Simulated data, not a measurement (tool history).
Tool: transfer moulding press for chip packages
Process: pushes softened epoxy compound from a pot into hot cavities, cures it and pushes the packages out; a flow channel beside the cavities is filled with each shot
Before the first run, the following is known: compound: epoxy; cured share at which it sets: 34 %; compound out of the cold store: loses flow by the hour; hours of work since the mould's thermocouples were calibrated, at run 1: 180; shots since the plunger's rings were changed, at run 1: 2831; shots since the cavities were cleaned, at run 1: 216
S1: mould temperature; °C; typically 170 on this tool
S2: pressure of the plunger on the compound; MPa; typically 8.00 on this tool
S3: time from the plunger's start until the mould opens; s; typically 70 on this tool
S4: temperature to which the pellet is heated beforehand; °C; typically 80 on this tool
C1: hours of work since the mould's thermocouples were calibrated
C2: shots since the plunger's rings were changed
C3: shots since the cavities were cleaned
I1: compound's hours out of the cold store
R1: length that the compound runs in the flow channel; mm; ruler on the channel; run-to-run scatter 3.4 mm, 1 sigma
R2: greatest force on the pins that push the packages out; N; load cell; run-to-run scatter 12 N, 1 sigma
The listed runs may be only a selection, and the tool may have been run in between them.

run,day,S1,S2,S3,S4,C1,C2,C3,I1,R1,R2
1,0.000,170,8.00,70,80,180,2831,216,23.9,583,600
# day 1.592: cavities cleaned with cleaning compound and waxed
2,2.829,170,8.00,70,80,213,3647,365,10.7,619,614
# day 3.925: cavities cleaned with cleaning compound and waxed
3,5.792,170,8.00,70,80,247,4503,551,29.1,569,591
# day 6.496: cavities cleaned with cleaning compound and waxed
# day 7.833: plunger's sealing rings changed
# day 9.112: cavities cleaned with cleaning compound and waxed
4,9.283,170,9.01,70,80,286,408,50,10.3,668,606
5,10.808,170,9.01,70,80,304,858,500,29.8,603,561
# day 11.396: cavities cleaned with cleaning compound and waxed
# day 13.967: cavities cleaned with cleaning compound and waxed
6,14.242,170,9.01,70,80,343,1836,82,20.0,637,568
# day 16.425: cavities cleaned with cleaning compound and waxed
7,16.775,170,9.01,70,80,372,2565,104,35.2,589,579
8,18.383,170,9.01,70,80,391,3038,577,41.6,577,593
# day 18.946: cavities cleaned with cleaning compound and waxed
9,20.096,170,8.00,70,80,411,3526,340,28.1,575,598
# day 21.354: cavities cleaned with cleaning compound and waxed
10,22.129,176,8.00,70,80,434,4108,229,28.4,570,461
# day 23.642: cavities cleaned with cleaning compound and waxed
11,23.912,176,8.00,70,80,455,4615,80,27.5,571,466
# day 25.604: plunger's sealing rings changed
# day 26.188: cavities cleaned with cleaning compound and waxed
12,27.212,164,8.00,70,80,492,456,302,42.8,546,803
# day 28.579: cavities cleaned with cleaning compound and waxed
# day 31.033: cavities cleaned with cleaning compound and waxed
13,31.075,170,8.00,70,80,536,1559,13,17.5,605,605
# day 33.496: cavities cleaned with cleaning compound and waxed
14,34.196,170,8.00,90,80,572,2462,207,31.1,565,447
# day 35.996: cavities cleaned with cleaning compound and waxed
15,36.058,170,8.00,70,90,594,2993,19,20.2,595,538
# day 38.367: cavities cleaned with cleaning compound and waxed
16,39.475,170,8.00,70,90,634,3983,327,16.4,601,586
# day 40.800: cavities cleaned with cleaning compound and waxed
17,41.767,173,9.46,55,83,660,4640,284,39.2,593,828
# day 43.112: cavities cleaned with cleaning compound and waxed
# day 43.438: plunger's sealing rings changed
18,45.183,170,8.00,70,79,699,515,580,16.8,610,613
# day 45.592: cavities cleaned with cleaning compound and waxed
# day 47.962: cavities cleaned with cleaning compound and waxed
19,49.017,170,8.00,61,80,743,1610,311,47.6,523,764
# day 49.738: mould's thermocouples calibrated
# day 50.646: cavities cleaned with cleaning compound and waxed
20,50.696,174,6.24,77,83,11,2062,14,19.9,526,470
# day 53.046: cavities cleaned with cleaning compound and waxed
21,53.138,169,6.80,68,81,39,2765,28,44.0,498,641
22,54.783,170,6.77,70,80,58,3250,513,33.5,512,592
# day 55.542: cavities cleaned with cleaning compound and waxed
23,57.350,170,8.00,86,80,88,3990,534,9.2,629,468
# day 58.029: cavities cleaned with cleaning compound and waxed
# day 60.450: cavities cleaned with cleaning compound and waxed
24,60.758,174,8.49,74,82,127,4959,92,12.9,630,483
# day 61.354: plunger's sealing rings changed
# day 63.067: cavities cleaned with cleaning compound and waxed
25,64.696,165,8.49,51,90,172,967,480,28.7,595,1625
# day 65.400: cavities cleaned with cleaning compound and waxed
26,67.238,165,8.49,51,90,201,1699,543,26.2,601,1635

Below are 4 alternative next runs, each starting from the tool's condition after run 26. Predict each:
# day 67.821: cavities cleaned with cleaning compound and waxed
# day 70.162: cavities cleaned with cleaning compound and waxed
A,70.162,176,8.49,70,80,234,2526,0,21.9,?,?
# day 67.821: cavities cleaned with cleaning compound and waxed
# day 70.162: cavities cleaned with cleaning compound and waxed
B,70.162,172,9.32,100,80,234,2526,0,30.9,?,?
# day 67.821: cavities cleaned with cleaning compound and waxed
# day 70.162: cavities cleaned with cleaning compound and waxed
C,70.162,165,8.49,102,90,234,2526,0,14.8,?,?
# day 67.821: cavities cleaned with cleaning compound and waxed
# day 70.162: cavities cleaned with cleaning compound and waxed
D,70.162,172,6.44,70,80,234,2526,0,27.2,?,?

run,R1,R2
A,600,460
B,609,444
C,628,471
D,510,508
Stripped of hidden state, with their random variation kept, the same runs would have yielded:
run,R1,R2
A,600,460
B,609,444
C,628,471
D,510,508

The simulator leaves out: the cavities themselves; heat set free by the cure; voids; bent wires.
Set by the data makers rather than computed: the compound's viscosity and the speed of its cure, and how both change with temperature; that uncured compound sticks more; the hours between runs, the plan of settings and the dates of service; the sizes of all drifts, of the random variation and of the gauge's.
